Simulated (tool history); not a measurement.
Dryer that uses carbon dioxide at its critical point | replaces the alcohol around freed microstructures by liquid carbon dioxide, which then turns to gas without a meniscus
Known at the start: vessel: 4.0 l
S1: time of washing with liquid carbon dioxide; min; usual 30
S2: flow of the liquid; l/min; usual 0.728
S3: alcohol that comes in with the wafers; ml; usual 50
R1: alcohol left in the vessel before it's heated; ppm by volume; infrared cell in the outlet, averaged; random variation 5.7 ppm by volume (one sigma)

run   hour  S1     S2  S3    R1
  1    0.0  30  0.728  50   398
  2   10.6  30  0.728  50   398
  3   23.0  30  0.728  50   407
  4   40.0  30  0.728  50   426
  5   54.2  30  0.728  50   439
  6   69.7  30  0.728  50   426
  7   83.2  30  0.728  50   450
  8   95.9  30  0.728  50   469
  9  113.3  30  0.728  50   479
 10  132.2  27  0.728  50   634
 11  145.5  24  0.728  50   876
 12  163.1  32  0.728  50   464
 13  173.2  32  0.728  50   460
 14  191.6  32  0.728  50   471
 15  203.1  32  0.728  50   490
     208.8  -- inlet filter changed
 16  223.3  26  0.728  50   541
 17  243.9  26  0.728  50   551
 18  262.4  36  0.621  50   406
 19  271.0  30  0.473  41   872
 20  280.8  30  0.498  50   955
 21  296.0  30  0.498  50   945
 22  312.6  30  0.498  50   990
 23  329.9  27  0.923  21   310
 24  350.0  44  0.821  77   279
 25  366.1  45  0.728  34   274
 26  381.8  37  0.721  60   396
 27  395.8  37  0.721  60   382
 28  406.8  24  0.547  94  2434
 29  418.6  24  0.547  94  2508
     428.2  -- purifier's bed changed
 30  435.1  24  0.547  94  2259
 31  454.6  24  0.547  94  2201
 32  463.3  31  0.535  69   947

Measured less the same run without the tool's hidden state. The same run-to-run variation is in both; the gauge's scatter may not be:
The hidden state here: flow that reaches the vessel past the clogged filter, %; alcohol in the recycled carbon dioxide, ppm; drift of the gauge itself on alcohol_ppm, %.
run    R1
  1  +214
  2  +219
  3  +228
  4  +242
  5  +253
  6  +250
  7  +272
  8  +281
  9  +297
 10  +357
 11  +441
 12  +325
 13  +324
 14  +328
 15  +349
 16  +224
 17  +239
 18  +246
 19  +277
 20  +303
 21  +312
 22  +339
 23  +259
 24  +260
 25  +256
 26  +300
 27  +300
 28  +700
 29  +744
 30  +506
 31  +534
 32  +294

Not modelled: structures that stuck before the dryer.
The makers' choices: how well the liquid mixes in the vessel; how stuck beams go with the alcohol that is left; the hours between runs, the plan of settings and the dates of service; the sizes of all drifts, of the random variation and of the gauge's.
